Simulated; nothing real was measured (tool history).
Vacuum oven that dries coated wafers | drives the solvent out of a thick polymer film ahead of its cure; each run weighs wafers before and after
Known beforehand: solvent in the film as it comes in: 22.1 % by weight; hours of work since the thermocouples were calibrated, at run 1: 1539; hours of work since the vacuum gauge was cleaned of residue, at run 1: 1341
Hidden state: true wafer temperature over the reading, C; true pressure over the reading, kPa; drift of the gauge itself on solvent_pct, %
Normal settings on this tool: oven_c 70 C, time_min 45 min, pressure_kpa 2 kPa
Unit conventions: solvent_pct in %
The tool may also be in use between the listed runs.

run,hour,oven_c,time_min,pressure_kpa,hours of work since the thermocouples were calibrated,hours of work since the vacuum gauge was cleaned of residue,solvent_pct
1,0,70,45,2,1539,1341,2.59
2,55.5,70,45,2,1568,1370,2.64
3,138.9,70,45,2,1613,1414,2.52
4,175.9,70,45,2.83,1632,1434,2.96
5,230.3,70,45,2.83,1661,1463,2.79
6,277,70,29,2,1686,1488,4.59
7,340.4,70,29,2,1720,1521,4.38
# hour 395.8: oven's thermocouples calibrated
8,398.2,70,29,2,1,1551,3.76
9,481.4,70,29,2,45,1595,3.5
10,567.7,61,45,3.03,91,1641,5.4
11,634.3,61,45,2.61,127,1677,5.19
# hour 681.2: oven's thermocouples calibrated, once more
12,700.8,70,33,1.32,10,1711,4.88
13,756.8,70,76,1.14,40,1741,1.41
14,829.4,59,33,2.57,79,1779,10.79
15,889.5,59,33,2.57,111,1811,10.66
16,968.1,65,29,1.1,152,1853,7.9
17,1006.8,73,28,1.23,173,1873,4.34
18,1062.4,73,28,1.23,203,1903,4.48

Branching from run 18: 4 alternative next runs. What would each branch give?
# hour 1104.9: vacuum gauge cleaned of residue and calibrated
A,1121.5,64,29,7.2,233,9,?
# hour 1104.9: vacuum gauge cleaned of residue and calibrated
B,1121.5,73,31,1.12,233,9,?
# hour 1104.9: vacuum gauge cleaned of residue and calibrated
C,1121.5,81,25,2,233,9,?
# hour 1104.9: vacuum gauge cleaned of residue and calibrated
D,1121.5,70,47,5.72,233,9,?

run,solvent_pct
A,10.85
B,3.66
C,2.34
D,4.88
Without the tool's hidden state the same runs would have given:
run,solvent_pct
A,11.05
B,3.82
C,2.46
D,5.04

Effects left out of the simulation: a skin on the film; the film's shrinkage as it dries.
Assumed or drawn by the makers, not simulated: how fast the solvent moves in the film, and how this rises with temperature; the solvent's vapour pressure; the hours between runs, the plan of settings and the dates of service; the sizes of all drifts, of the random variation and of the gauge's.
